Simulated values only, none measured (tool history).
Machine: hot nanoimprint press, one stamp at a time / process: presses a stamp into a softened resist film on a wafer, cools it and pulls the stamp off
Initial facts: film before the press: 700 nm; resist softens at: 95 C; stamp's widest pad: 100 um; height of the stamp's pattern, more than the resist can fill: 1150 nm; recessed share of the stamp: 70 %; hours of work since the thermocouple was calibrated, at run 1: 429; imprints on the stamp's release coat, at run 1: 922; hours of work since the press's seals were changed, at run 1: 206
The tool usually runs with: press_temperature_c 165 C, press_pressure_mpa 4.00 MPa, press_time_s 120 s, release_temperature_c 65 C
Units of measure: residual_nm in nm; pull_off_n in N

| run | day | press_temperature_c | press_pressure_mpa | press_time_s | release_temperature_c | hours of work since the thermocouple was calibrated | imprints on the stamp's release coat | hours of work since the press's seals were changed | residual_nm | pull_off_n |
|---|---|---|---|---|---|---|---|---|---|---|
| 1 | 0.000 | 165 | 4.00 | 120 | 65 | 429 | 922 | 206 | 294.5 | 186 |
| 2 | 0.350 | 165 | 3.55 | 120 | 65 | 435 | 959 | 213 | 314.0 | 185 |
|  | 0.788 | plate thermocouple calibrated |
| 3 | 0.842 | 165 | 3.55 | 120 | 65 | 1 | 998 | 220 | 316.6 | 186 |
| 4 | 1.146 | 165 | 4.00 | 80 | 65 | 7 | 1030 | 225 | 337.8 | 187 |
| 5 | 1.621 | 165 | 4.00 | 88 | 65 | 16 | 1080 | 234 | 328.2 | 188 |
| 6 | 1.862 | 165 | 4.00 | 61 | 65 | 20 | 1106 | 239 | 366.5 | 187 |
| 7 | 2.179 | 165 | 4.00 | 61 | 65 | 26 | 1140 | 245 | 367.7 | 186 |
| 8 | 2.492 | 165 | 4.00 | 61 | 65 | 32 | 1172 | 251 | 366.3 | 186 |
| 9 | 2.808 | 165 | 4.00 | 61 | 65 | 38 | 1206 | 257 | 369.4 | 185 |
| 10 | 3.075 | 154 | 4.00 | 120 | 65 | 43 | 1234 | 262 | 476.6 | 188 |
|  | 3.621 | stamp cleaned and given a new release coat |
| 11 | 3.679 | 154 | 4.00 | 120 | 65 | 50 | 7 | 268 | 477.6 | 187 |
| 12 | 3.933 | 165 | 4.00 | 120 | 65 | 55 | 34 | 273 | 296.4 | 184 |
| 13 | 4.179 | 165 | 4.00 | 120 | 65 | 59 | 60 | 278 | 293.4 | 185 |
| 14 | 4.454 | 173 | 4.00 | 120 | 65 | 65 | 89 | 283 | 205.8 | 185 |
| 15 | 4.800 | 173 | 4.00 | 120 | 65 | 71 | 125 | 290 | 202.9 | 186 |
| 16 | 5.238 | 173 | 4.00 | 120 | 65 | 79 | 171 | 298 | 206.0 | 185 |
| 17 | 5.567 | 156 | 5.10 | 174 | 63 | 86 | 207 | 304 | 345.6 | 191 |
| 18 | 5.879 | 156 | 5.10 | 174 | 63 | 92 | 240 | 310 | 349.9 | 191 |
| 19 | 6.104 | 156 | 5.10 | 174 | 63 | 96 | 263 | 314 | 351.1 | 192 |
| 20 | 6.300 | 165 | 5.83 | 70 | 65 | 100 | 284 | 318 | 286.5 | 187 |
| 21 | 6.750 | 170 | 5.83 | 70 | 72 | 108 | 332 | 327 | 226.6 | 164 |
| 22 | 7.088 | 157 | 4.32 | 157 | 68 | 114 | 368 | 333 | 375.1 | 179 |
| 23 | 7.296 | 176 | 4.00 | 120 | 72 | 118 | 389 | 337 | 180.9 | 165 |
| 24 | 7.646 | 171 | 2.98 | 200 | 64 | 125 | 427 | 344 | 224.4 | 189 |

4 options for the next run, each taken on its own from the tool as it stands now. Forecast them:
| A | 8.096 | 171 | 5.57 | 200 | 64 | 134 | 475 | 352 | ? | ? |
| B | 8.096 | 165 | 2.86 | 74 | 65 | 134 | 475 | 352 | ? | ? |
| C | 8.096 | 171 | 2.98 | 69 | 64 | 134 | 475 | 352 | ? | ? |
| D | 8.096 | 167 | 4.00 | 228 | 72 | 134 | 475 | 352 | ? | ? |

| run | residual_nm | pull_off_n |
|---|---|---|
| A | 154.2 | 189 |
| B | 409.1 | 185 |
| C | 318.4 | 189 |
| D | 213.4 | 167 |
With the hidden condition removed and each run's random variation left untouched, the same runs would have given:
| run | residual_nm | pull_off_n |
|---|---|---|
| A | 154.3 | 189 |
| B | 409.3 | 185 |
| C | 318.6 | 189 |
| D | 213.5 | 166 |

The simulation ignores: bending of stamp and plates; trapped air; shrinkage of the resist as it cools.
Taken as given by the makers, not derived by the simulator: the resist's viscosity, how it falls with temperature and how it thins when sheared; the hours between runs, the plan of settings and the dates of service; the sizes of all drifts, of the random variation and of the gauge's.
